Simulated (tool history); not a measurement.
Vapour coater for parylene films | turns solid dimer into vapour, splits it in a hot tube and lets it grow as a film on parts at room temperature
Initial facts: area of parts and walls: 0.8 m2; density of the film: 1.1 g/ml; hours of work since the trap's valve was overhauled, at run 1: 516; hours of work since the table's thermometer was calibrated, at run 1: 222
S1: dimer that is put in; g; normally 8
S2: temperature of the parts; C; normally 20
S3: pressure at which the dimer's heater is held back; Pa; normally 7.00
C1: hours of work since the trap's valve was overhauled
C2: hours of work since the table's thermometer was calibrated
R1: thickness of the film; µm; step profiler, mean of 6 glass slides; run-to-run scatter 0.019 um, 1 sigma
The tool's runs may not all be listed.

run	hour	S1	S2	S3	C1	C2	R1
1	0.0	8	20	7.00	516	222	6.01
2	20.4	8	20	7.00	525	230	6.05
3	47.6	8	20	7.00	536	241	6.01
4	76.0	8	20	7.00	548	253	6.01
# hour 98.2: trap's valve overhauled
5	98.2	4	20	7.00	0	261	2.94
6	118.7	4	20	7.00	8	269	2.95
7	141.6	8	27	7.00	18	279	5.20
8	156.2	8	12	7.00	24	285	6.79
9	176.0	8	12	7.00	32	293	6.79
10	202.5	8	12	7.00	43	304	6.73
11	220.9	6	29	2.51	51	311	4.50
# hour 237.6: trap's valve overhauled, once more
12	239.6	10	29	4.69	1	317	7.29
13	257.0	8	21	3.17	8	325	7.18
14	277.7	8	21	3.17	17	333	7.19
15	299.8	4	21	3.17	26	342	3.58

Run 16 comes next. What will it give?
16	314.6	10	20	3.77	32	348	?

Run 16 came out at R1 8.83 µm.
Were there no unlogged condition in the tool, this run, its random variation unchanged, would have produced R1 8.83 µm.
